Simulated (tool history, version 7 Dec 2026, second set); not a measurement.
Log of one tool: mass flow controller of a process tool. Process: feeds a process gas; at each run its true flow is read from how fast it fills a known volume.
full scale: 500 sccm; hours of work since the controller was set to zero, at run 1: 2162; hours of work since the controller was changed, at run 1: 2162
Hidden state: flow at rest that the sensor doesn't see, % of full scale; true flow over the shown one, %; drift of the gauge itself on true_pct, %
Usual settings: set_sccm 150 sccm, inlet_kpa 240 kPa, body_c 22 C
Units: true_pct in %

run      day  set_sccm  inlet_kpa  body_c  hours of work since the controller was set to zero  hours of work since the controller was changed  true_pct
  1        0       150        240      22                                                2162                                            2162     98.75
  2    3.521       150        240      22                                                2200                                            2200     98.98
  3    8.242       150        240      22                                                2250                                            2250     99.05
  4   11.158       150        240      22                                                2280                                            2280     99.01
  5   13.975       150        240      22                                                2310                                            2310     99.15
  6     18.1       150        240      22                                                2354                                            2354     99.22
  7   21.467       283        240      22                                                2389                                            2389     99.64
  8   25.479       283        240      22                                                2432                                            2432     99.84
  9   29.104       283        240      22                                                2470                                            2470     99.82
 10   32.288       283        240      22                                                2504                                            2504     99.84
 11   36.062       155        240      22                                                2544                                            2544     99.58
 12   39.812       155        240      22                                                2584                                            2584     99.64
 13   42.988       110        240      22                                                2617                                            2617     99.62
 14   46.767       110        240      22                                                2657                                            2657      99.6
 15   49.371       150        142      22                                                2685                                            2685    100.11
 16   54.192       150        142      22                                                2736                                            2736    100.09
 17    58.35       150        159      22                                                2780                                            2780    100.21
 18   63.304       150        159      22                                                2832                                            2832    100.42
 19   67.696       150        159      22                                                2878                                            2878    100.37
 20   73.146       150        253      22                                                2936                                            2936    100.38
 21   76.229       150        253      22                                                2969                                            2969    100.39
 22   78.583       446        240      22                                                2994                                            2994    101.12
 23   83.154       446        240      22                                                3042                                            3042    101.35
 24   87.642       446        240      22                                                3089                                            3089    101.52
 25   91.925       150        240      21                                                3135                                            3135    100.62
 26   94.717       150        215      31                                                3164                                            3164    101.23
 27   97.683       150        215      31                                                3196                                            3196    101.43
 28      100       150        215      31                                                3220                                            3220    101.23
 29  103.254       150        215      31                                                3254                                            3254    101.47
 30  108.779       150        215      31                                                3313                                            3313    101.59
 31  112.608       150        224      30                                                3353                                            3353    101.44
 32  118.158       150        224      30                                                3412                                            3412    101.71
 33  120.754       150        277      33                                                3440                                            3440    101.79
 34  125.942       185        240      38                                                3494                                            3494    102.23
 35  129.088       185        174      38                                                3528                                            3528     102.6
 36  132.558        75        186      38                                                3564                                            3564    102.24
 37  138.125        85        186      21                                                3623                                            3623    101.68
 38  143.454       101        167      22                                                3680                                            3680    101.84
     143.717  -- gauge calibrated
 39  148.967       218        151      30                                                3738                                            3738     99.72
 40  153.454        61        193      22                                                3785                                            3785     98.87
 41  159.071        61        193      22                                                3845                                            3845     99.02
 42  162.146       204        247      34                                                3877                                            3877     99.89
 43   167.05        98        240      30                                                3929                                            3929     99.44
 44  171.229        98        240      30                                                3973                                            3973     99.58
 45  173.629        57        219      22                                                3999                                            3999     99.21
 46  177.271       196        219      23                                                4037                                            4037     99.68
 47  181.825       150        177      28                                                4085                                            4085    100.07
 48  187.058       150        177      28                                                4141                                            4141    100.15

Forecast each of these 3 alternatives for the next run:
  A  189.388        79        177      31                                                4165                                            4165         ?
  B  189.388       150        253      20                                                4165                                            4165         ?
  C  189.388       138        163      28                                                4165                                            4165         ?

run  true_pct
  A    100.13
  B     99.64
  C    100.17
Without the tool's hidden state the same runs would have given:
run  true_pct
  A     99.19
  B     98.71
  C     99.24
